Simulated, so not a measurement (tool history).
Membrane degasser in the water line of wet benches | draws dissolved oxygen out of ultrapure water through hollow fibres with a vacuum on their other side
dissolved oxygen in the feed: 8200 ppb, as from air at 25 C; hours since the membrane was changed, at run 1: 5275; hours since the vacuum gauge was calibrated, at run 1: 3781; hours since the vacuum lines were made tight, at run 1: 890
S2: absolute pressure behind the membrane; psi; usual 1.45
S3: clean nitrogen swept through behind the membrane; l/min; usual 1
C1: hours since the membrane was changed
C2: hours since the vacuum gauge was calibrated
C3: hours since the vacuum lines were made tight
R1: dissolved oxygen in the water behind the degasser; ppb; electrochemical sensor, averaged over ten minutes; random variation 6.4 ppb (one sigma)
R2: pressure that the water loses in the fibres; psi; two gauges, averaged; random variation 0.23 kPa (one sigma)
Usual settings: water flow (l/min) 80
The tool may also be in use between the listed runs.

{"run": 1, "day": 0.0, "water flow (l/min)": 80, "S2": 1.45, "S3": 1, "C1": 5275, "C2": 3781, "C3": 890, "R1": 921.7, "R2": 9.049}
{"run": 2, "day": 8.046, "water flow (l/min)": 80, "S2": 1.45, "S3": 0.45, "C1": 5468, "C2": 3974, "C3": 1083, "R1": 1411.7, "R2": 9.097}
{"run": 3, "day": 16.083, "water flow (l/min)": 80, "S2": 1.64, "S3": 0.45, "C1": 5661, "C2": 4167, "C3": 1276, "R1": 1640.5, "R2": 9.095}
{"run": 4, "day": 19.908, "water flow (l/min)": 80, "S2": 1.45, "S3": 1.65, "C1": 5753, "C2": 4259, "C3": 1368, "R1": 691.2, "R2": 9.097}
{"run": 5, "day": 25.362, "water flow (l/min)": 80, "S2": 1.45, "S3": 1.65, "C1": 5884, "C2": 4389, "C3": 1499, "R1": 693.4, "R2": 9.049}
{"run": 6, "day": 31.55, "water flow (l/min)": 80, "S2": 1.45, "S3": 1, "C1": 6032, "C2": 4538, "C3": 1648, "R1": 941.6, "R2": 9.029}
{"run": 7, "day": 39.771, "water flow (l/min)": 80, "S2": 1.45, "S3": 1, "C1": 6229, "C2": 4735, "C3": 1845, "R1": 945.2, "R2": 9.119}
{"run": 8, "day": 45.45, "water flow (l/min)": 80, "S2": 1.45, "S3": 1, "C1": 6366, "C2": 4872, "C3": 1981, "R1": 953.7, "R2": 9.21}
{"run": 9, "day": 49.508, "water flow (l/min)": 80, "S2": 1.45, "S3": 1, "C1": 6463, "C2": 4969, "C3": 2079, "R1": 950.1, "R2": 9.143}
{"run": 10, "day": 56.021, "water flow (l/min)": 80, "S2": 1.45, "S3": 1, "C1": 6619, "C2": 5125, "C3": 2235, "R1": 951.8, "R2": 9.14}
{"run": 11, "day": 60.579, "water flow (l/min)": 80, "S2": 1.45, "S3": 1, "C1": 6729, "C2": 5235, "C3": 2344, "R1": 960.8, "R2": 9.165}
{"run": 12, "day": 64.496, "water flow (l/min)": 80, "S2": 1.45, "S3": 1, "C1": 6823, "C2": 5329, "C3": 2438, "R1": 958.9, "R2": 9.208}
{"run": 13, "day": 70.083, "water flow (l/min)": 80, "S2": 1.45, "S3": 1, "C1": 6957, "C2": 5463, "C3": 2572, "R1": 949.8, "R2": 9.165}
{"run": 14, "day": 74.433, "water flow (l/min)": 80, "S2": 1.45, "S3": 1, "C1": 7061, "C2": 5567, "C3": 2677, "R1": 959.4, "R2": 9.195}
{"run": 15, "day": 78.417, "water flow (l/min)": 80, "S2": 1.45, "S3": 1, "C1": 7157, "C2": 5663, "C3": 2772, "R1": 948.9, "R2": 9.192}
{"run": 16, "day": 84.246, "water flow (l/min)": 80, "S2": 1.45, "S3": 1, "C1": 7297, "C2": 5803, "C3": 2912, "R1": 948.8, "R2": 9.177}
{"run": 17, "day": 90.517, "water flow (l/min)": 64, "S2": 1.45, "S3": 1.14, "C1": 7447, "C2": 5953, "C3": 3063, "R1": 758.6, "R2": 7.382}
{"run": 18, "day": 99.183, "water flow (l/min)": 64, "S2": 1.45, "S3": 1.14, "C1": 7655, "C2": 6161, "C3": 3271, "R1": 753.7, "R2": 7.416}
{"run": 19, "day": 104.579, "water flow (l/min)": 75, "S2": 1.04, "S3": 0.57, "C1": 7785, "C2": 6291, "C3": 3400, "R1": 823.4, "R2": 8.704}
{"run": 20, "day": 113.133, "water flow (l/min)": 80, "S2": 1.45, "S3": 1.82, "C1": 7990, "C2": 6496, "C3": 3606, "R1": 667.8, "R2": 9.284}
{"run": 21, "day": 120.025, "water flow (l/min)": 80, "S2": 1.45, "S3": 1.82, "C1": 8156, "C2": 6661, "C3": 3771, "R1": 677.8, "R2": 9.233}
{"run": 22, "day": 127.908, "water flow (l/min)": 89, "S2": 1.45, "S3": 1, "C1": 8345, "C2": 6851, "C3": 3960, "R1": 1033.6, "R2": 10.332}
{"run": 23, "day": 131.608, "water flow (l/min)": 80, "S2": 1.87, "S3": 1, "C1": 8434, "C2": 6939, "C3": 4049, "R1": 1288, "R2": 9.322}
{"day": 134.742, "done": "seals of the vacuum lines changed"}
{"day": 135.354, "done": "vacuum gauge calibrated"}
{"run": 24, "day": 138.6, "water flow (l/min)": 75, "S2": 1.58, "S3": 0.55, "C1": 8599, "C2": 78, "C3": 92, "R1": 1337.8, "R2": 8.676}
{"run": 25, "day": 147.488, "water flow (l/min)": 107, "S2": 2.45, "S3": 1, "C1": 8812, "C2": 291, "C3": 305, "R1": 1952.4, "R2": 12.511}
{"run": 26, "day": 154.867, "water flow (l/min)": 82, "S2": 1.03, "S3": 0.59, "C1": 8989, "C2": 468, "C3": 483, "R1": 760.7, "R2": 9.516}
{"run": 27, "day": 161.962, "water flow (l/min)": 82, "S2": 1.26, "S3": 0.5, "C1": 9160, "C2": 639, "C3": 653, "R1": 1104, "R2": 9.572}
{"run": 28, "day": 168.021, "water flow (l/min)": 82, "S2": 1.26, "S3": 0.5, "C1": 9305, "C2": 784, "C3": 798, "R1": 1117.4, "R2": 9.633}
{"run": 29, "day": 172.846, "water flow (l/min)": 80, "S2": 1.06, "S3": 0.79, "C1": 9421, "C2": 900, "C3": 914, "R1": 679.9, "R2": 9.359}
{"run": 30, "day": 178.175, "water flow (l/min)": 80, "S2": 1.06, "S3": 0.79, "C1": 9549, "C2": 1028, "C3": 1042, "R1": 696.8, "R2": 9.381}
{"run": 31, "day": 187.079, "water flow (l/min)": 80, "S2": 1.06, "S3": 0.79, "C1": 9762, "C2": 1241, "C3": 1256, "R1": 687.2, "R2": 9.443}

Forecast each of these 5 alternatives for the next run:
{"run": "A", "day": 191.325, "water flow (l/min)": 80, "S2": 1.25, "S3": 1, "C1": 9864, "C2": 1343, "C3": 1358, "R1": "?", "R2": "?"}
{"run": "B", "day": 191.325, "water flow (l/min)": 80, "S2": 3.41, "S3": 2.32, "C1": 9864, "C2": 1343, "C3": 1358, "R1": "?", "R2": "?"}
{"run": "C", "day": 191.325, "water flow (l/min)": 63, "S2": 2.02, "S3": 0.48, "C1": 9864, "C2": 1343, "C3": 1358, "R1": "?", "R2": "?"}
{"run": "D", "day": 191.325, "water flow (l/min)": 54, "S2": 2.9, "S3": 2.96, "C1": 9864, "C2": 1343, "C3": 1358, "R1": "?", "R2": "?"}
{"run": "E", "day": 191.325, "water flow (l/min)": 102, "S2": 1, "S3": 1.43, "C1": 9864, "C2": 1343, "C3": 1358, "R1": "?", "R2": "?"}

run=A R1=757.4 R2=9.446
run=B R1=1327.4 R2=9.5
run=C R1=1740.7 R2=7.378
run=D R1=694.5 R2=6.357
run=E R1=562.2 R2=11.889
Without the tool's hidden state the same runs would have given:
run=A R1=724 R2=8.71
run=B R1=1301.5 R2=8.763
run=C R1=1719.8 R2=6.801
run=D R1=675.8 R2=5.861
run=E R1=518.8 R2=10.959
